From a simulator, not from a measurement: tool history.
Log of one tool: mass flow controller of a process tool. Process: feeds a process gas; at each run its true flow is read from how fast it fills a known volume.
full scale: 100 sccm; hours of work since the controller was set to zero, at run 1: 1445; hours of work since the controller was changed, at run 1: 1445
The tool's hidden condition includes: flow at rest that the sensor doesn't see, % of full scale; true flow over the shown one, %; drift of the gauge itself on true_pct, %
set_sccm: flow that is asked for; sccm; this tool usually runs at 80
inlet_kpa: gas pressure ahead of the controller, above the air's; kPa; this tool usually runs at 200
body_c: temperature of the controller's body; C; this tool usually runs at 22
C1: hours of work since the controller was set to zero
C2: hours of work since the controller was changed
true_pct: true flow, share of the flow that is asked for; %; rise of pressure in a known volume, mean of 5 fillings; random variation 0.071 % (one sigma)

{"run": 1, "hour": 0.0, "set_sccm": 80, "inlet_kpa": 200, "body_c": 22, "C1": 1445, "C2": 1445, "true_pct": 100.13}
{"run": 2, "hour": 191.8, "set_sccm": 80, "inlet_kpa": 200, "body_c": 22, "C1": 1592, "C2": 1592, "true_pct": 100.07}
{"run": 3, "hour": 346.9, "set_sccm": 22, "inlet_kpa": 200, "body_c": 22, "C1": 1710, "C2": 1710, "true_pct": 99.35}
{"run": 4, "hour": 533.4, "set_sccm": 80, "inlet_kpa": 250, "body_c": 22, "C1": 1853, "C2": 1853, "true_pct": 99.98}
{"run": 5, "hour": 714.9, "set_sccm": 80, "inlet_kpa": 250, "body_c": 22, "C1": 1992, "C2": 1992, "true_pct": 100.13}
{"run": 6, "hour": 845.7, "set_sccm": 80, "inlet_kpa": 200, "body_c": 30, "C1": 2092, "C2": 2092, "true_pct": 99.21}
{"run": 7, "hour": 1086.7, "set_sccm": 80, "inlet_kpa": 220, "body_c": 22, "C1": 2276, "C2": 2276, "true_pct": 100.16}
{"run": 8, "hour": 1288.4, "set_sccm": 80, "inlet_kpa": 200, "body_c": 22, "C1": 2430, "C2": 2430, "true_pct": 100.29}
{"run": 9, "hour": 1460.2, "set_sccm": 80, "inlet_kpa": 200, "body_c": 22, "C1": 2562, "C2": 2562, "true_pct": 100.25}
{"run": 10, "hour": 1620.9, "set_sccm": 80, "inlet_kpa": 200, "body_c": 22, "C1": 2685, "C2": 2685, "true_pct": 100.3}
{"run": 11, "hour": 1825.9, "set_sccm": 82, "inlet_kpa": 200, "body_c": 22, "C1": 2841, "C2": 2841, "true_pct": 100.35}
{"run": 12, "hour": 1997.1, "set_sccm": 80, "inlet_kpa": 200, "body_c": 23, "C1": 2972, "C2": 2972, "true_pct": 100.32}
{"run": 13, "hour": 2233.2, "set_sccm": 80, "inlet_kpa": 200, "body_c": 23, "C1": 3153, "C2": 3153, "true_pct": 100.35}
{"run": 14, "hour": 2458.1, "set_sccm": 80, "inlet_kpa": 200, "body_c": 23, "C1": 3325, "C2": 3325, "true_pct": 100.24}
{"run": 15, "hour": 2647.9, "set_sccm": 31, "inlet_kpa": 200, "body_c": 23, "C1": 3470, "C2": 3470, "true_pct": 99.8}
{"run": 16, "hour": 2846.8, "set_sccm": 31, "inlet_kpa": 200, "body_c": 23, "C1": 3622, "C2": 3622, "true_pct": 99.74}
{"run": 17, "hour": 3081.9, "set_sccm": 34, "inlet_kpa": 177, "body_c": 31, "C1": 3802, "C2": 3802, "true_pct": 98.92}
{"run": 18, "hour": 3235.5, "set_sccm": 73, "inlet_kpa": 177, "body_c": 28, "C1": 3920, "C2": 3920, "true_pct": 99.9}
{"run": 19, "hour": 3474.0, "set_sccm": 11, "inlet_kpa": 200, "body_c": 22, "C1": 4102, "C2": 4102, "true_pct": 99.67}
{"run": 20, "hour": 3698.6, "set_sccm": 11, "inlet_kpa": 200, "body_c": 22, "C1": 4274, "C2": 4274, "true_pct": 99.73}
{"run": 21, "hour": 3855.6, "set_sccm": 11, "inlet_kpa": 200, "body_c": 22, "C1": 4394, "C2": 4394, "true_pct": 99.63}
{"run": 22, "hour": 4098.6, "set_sccm": 80, "inlet_kpa": 200, "body_c": 36, "C1": 4580, "C2": 4580, "true_pct": 99.2}

Consider 5 possible next runs. They are alternatives, not a sequence: every one starts from the tool as it was left by run 22. What does each give?
{"run": "A", "hour": 4271.3, "set_sccm": 84, "inlet_kpa": 174, "body_c": 21, "C1": 4712, "C2": 4712, "true_pct": "?"}
{"run": "B", "hour": 4271.3, "set_sccm": 80, "inlet_kpa": 200, "body_c": 21, "C1": 4712, "C2": 4712, "true_pct": "?"}
{"run": "C", "hour": 4271.3, "set_sccm": 76, "inlet_kpa": 218, "body_c": 30, "C1": 4712, "C2": 4712, "true_pct": "?"}
{"run": "D", "hour": 4271.3, "set_sccm": 16, "inlet_kpa": 200, "body_c": 36, "C1": 4712, "C2": 4712, "true_pct": "?"}
{"run": "E", "hour": 4271.3, "set_sccm": 80, "inlet_kpa": 152, "body_c": 23, "C1": 4712, "C2": 4712, "true_pct": "?"}

run=A true_pct=100.94
run=B true_pct=100.69
run=C true_pct=99.82
run=D true_pct=98.3
run=E true_pct=100.62
Had the tool no hidden state, the same runs would have come out as:
run=A true_pct=100.28
run=B true_pct=100.03
run=C true_pct=99.17
run=D true_pct=97.67
run=E true_pct=99.96

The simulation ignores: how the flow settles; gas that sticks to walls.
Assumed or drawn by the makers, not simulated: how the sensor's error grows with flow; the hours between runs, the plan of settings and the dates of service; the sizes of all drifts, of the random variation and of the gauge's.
